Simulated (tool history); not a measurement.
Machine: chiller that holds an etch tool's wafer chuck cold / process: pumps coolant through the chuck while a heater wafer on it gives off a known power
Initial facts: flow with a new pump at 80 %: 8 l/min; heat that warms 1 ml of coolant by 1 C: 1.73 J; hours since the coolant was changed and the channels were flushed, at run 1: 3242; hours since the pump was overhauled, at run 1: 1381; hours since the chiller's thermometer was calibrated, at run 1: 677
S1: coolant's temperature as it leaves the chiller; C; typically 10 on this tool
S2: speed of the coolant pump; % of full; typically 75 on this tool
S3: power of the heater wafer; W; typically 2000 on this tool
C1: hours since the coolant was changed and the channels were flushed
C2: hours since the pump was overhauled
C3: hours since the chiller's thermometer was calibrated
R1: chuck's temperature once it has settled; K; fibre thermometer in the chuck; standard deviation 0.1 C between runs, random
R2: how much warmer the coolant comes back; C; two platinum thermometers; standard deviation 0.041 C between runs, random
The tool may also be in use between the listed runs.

run   hour  S1  S2    S3    C1    C2    C3      R1     R2
  1      0  10  75  2000  3242  1381   677  300.55   9.45
  2  106.6   1  75  2000  3349  1488   784  291.65   9.39
  3  225.4   1  75  2000  3468  1606   902  291.65   9.43
  4  342.1  10  75  2705  3584  1723  1019  306.65  12.73
  5    429  10  75  2705  3671  1810  1106  306.85   12.8
  6  557.7  10  75  2705  3800  1939  1235  306.75  12.87
  7  669.5   1  75  1899  3912  2051  1347  290.85   9.02

For run 8, what comes out?
  8  782.5   1  75  1899  4025  2164  1460   ?   ?

R1: 290.95 K
R2: 9.03 C
With the hidden condition absent and the run-to-run variation left alone, this run would have shown R1 289.65 K, R2 8.76 C.

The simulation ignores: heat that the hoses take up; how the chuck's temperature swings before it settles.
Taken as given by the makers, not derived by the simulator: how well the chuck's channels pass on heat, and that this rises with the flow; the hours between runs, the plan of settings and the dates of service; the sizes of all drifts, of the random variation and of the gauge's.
